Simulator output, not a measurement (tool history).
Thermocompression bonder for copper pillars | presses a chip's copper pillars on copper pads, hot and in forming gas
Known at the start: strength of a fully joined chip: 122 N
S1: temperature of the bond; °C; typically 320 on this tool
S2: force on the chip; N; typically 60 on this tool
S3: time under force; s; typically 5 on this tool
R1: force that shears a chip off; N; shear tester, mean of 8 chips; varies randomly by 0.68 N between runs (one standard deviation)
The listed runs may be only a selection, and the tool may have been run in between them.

run 1 day=0 | S1=320 S2=60 S3=5 | R1=50.6
run 2 day=1.408 | S1=320 S2=60 S3=3 | R1=39.6
run 3 day=2.546 | S1=320 S2=42 S3=5 | R1=33.1
run 4 day=3.642 | S1=320 S2=60 S3=5 | R1=50.6
run 5 day=4.454 | S1=320 S2=60 S3=5 | R1=49.4
run 6 day=5.1 | S1=324 S2=60 S3=5 | R1=53.4
run 7 day=6.133 | S1=324 S2=60 S3=5 | R1=52.4
run 8 day=7.617 | S1=324 S2=60 S3=5 | R1=51.9
run 9 day=8.433 | S1=324 S2=60 S3=5 | R1=50.5
run 10 day=9.108 | S1=320 S2=60 S3=5 | R1=49.9
run 11 day=10.5 | S1=320 S2=60 S3=7 | R1=54.7
run 12 day=11.25 | S1=320 S2=60 S3=7 | R1=55.3
run 13 day=12.562 | S1=320 S2=60 S3=5 | R1=48.4
run 14 day=13.533 | S1=320 S2=60 S3=5 | R1=48.3
run 15 day=14.271 | S1=320 S2=60 S3=5 | R1=47.1
run 16 day=15.267 | S1=320 S2=49 S3=5 | R1=39.3
run 17 day=16.192 | S1=320 S2=49 S3=5 | R1=38.4
run 18 day=17.208 | S1=320 S2=49 S3=7 | R1=42.5
run 19 day=18.196 | S1=320 S2=49 S3=7 | R1=43.7
run 20 day=19.404 | S1=320 S2=49 S3=7 | R1=42.5
run 21 day=20.825 | S1=320 S2=60 S3=5 | R1=47.1
run 22 day=21.65 | S1=350 S2=52 S3=6 | R1=61
run 23 day=22.696 | S1=350 S2=52 S3=6 | R1=60.5
run 24 day=23.592 | S1=320 S2=60 S3=5 | R1=46.4
-- day=24.633 forming gas filter changed
run 25 day=25.088 | S1=320 S2=60 S3=5 | R1=52.1
-- day=25.267 heater calibrated with a thermocouple chip
run 26 day=26.029 | S1=297 S2=60 S3=5 | R1=40.5
run 27 day=26.854 | S1=297 S2=60 S3=5 | R1=40.2
run 28 day=28.192 | S1=333 S2=65 S3=5 | R1=67.4
-- day=28.625 heater calibrated with a thermocouple chip, once more
run 29 day=29.379 | S1=333 S2=65 S3=5 | R1=58.1
run 30 day=30.117 | S1=312 S2=83 S3=5 | R1=57.9
run 31 day=30.867 | S1=314 S2=55 S3=12 | R1=52
run 32 day=31.592 | S1=314 S2=55 S3=12 | R1=51.2
run 33 day=32.417 | S1=314 S2=55 S3=12 | R1=51.4
run 34 day=33.812 | S1=314 S2=55 S3=12 | R1=51.9
run 35 day=34.679 | S1=314 S2=55 S3=12 | R1=50.8
run 36 day=36.058 | S1=320 S2=60 S3=9 | R1=54
run 37 day=36.788 | S1=292 S2=67 S3=9 | R1=41.4
run 38 day=37.821 | S1=309 S2=64 S3=14 | R1=58.9
run 39 day=39.4 | S1=309 S2=64 S3=14 | R1=57
run 40 day=40.258 | S1=331 S2=64 S3=3 | R1=42.7
run 41 day=41.475 | S1=331 S2=64 S3=3 | R1=43.9

Each row is a separate what-if for the run after 41, all from the same tool condition, not one after another. Results?
run A day=42.479 | S1=344 S2=75 S3=13 | R1=?
run B day=42.479 | S1=341 S2=64 S3=3 | R1=?
run C day=42.479 | S1=331 S2=84 S3=6 | R1=?

run=A R1=89.5
run=B R1=49.9
run=C R1=72
What these runs would have given with no unlogged condition in the tool:
run=A R1=96.8
run=B R1=54.5
run=C R1=78.3
